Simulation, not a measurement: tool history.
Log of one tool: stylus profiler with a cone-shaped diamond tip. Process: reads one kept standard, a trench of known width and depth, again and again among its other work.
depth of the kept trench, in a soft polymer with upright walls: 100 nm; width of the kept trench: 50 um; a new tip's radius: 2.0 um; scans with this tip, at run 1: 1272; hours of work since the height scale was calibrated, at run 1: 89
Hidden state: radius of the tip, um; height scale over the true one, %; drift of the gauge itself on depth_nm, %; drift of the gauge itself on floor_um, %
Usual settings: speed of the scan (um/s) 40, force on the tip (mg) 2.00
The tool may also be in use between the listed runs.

run   hour  speed of the scan (um/s)  force on the tip (mg)  scans with this tip  hours of work since the height scale was calibrated  depth of the trench (angstrom)  width of the trench's floor (um)
  1    0.0                        40                   2.00                 1272                                                   89                          1004.6                             48.50
  2   46.2                        40                   2.00                 1709                                                  120                          1005.1                             48.49
  3  107.7                        40                   2.00                 2291                                                  160                          1005.2                             48.43
  4  155.6                        40                   3.81                 2743                                                  192                          1007.1                             48.60
  5  214.1                        40                   3.81                 3297                                                  231                          1007.0                             48.59
  6  265.6                        55                   2.00                 3784                                                  265                          1005.2                             48.42
  7  302.9                        40                   2.13                 4137                                                  290                          1004.6                             48.51

Run 8 comes next. What will it give?
  8  332.3                        13                   2.00                 4415                                                  309                               ?                                 ?

depth of the trench (angstrom): 1004.8
width of the trench's floor (um): 48.70
Without the tool's hidden state the same run would have given depth of the trench (angstrom) 1004.9, width of the trench's floor (um) 48.71.
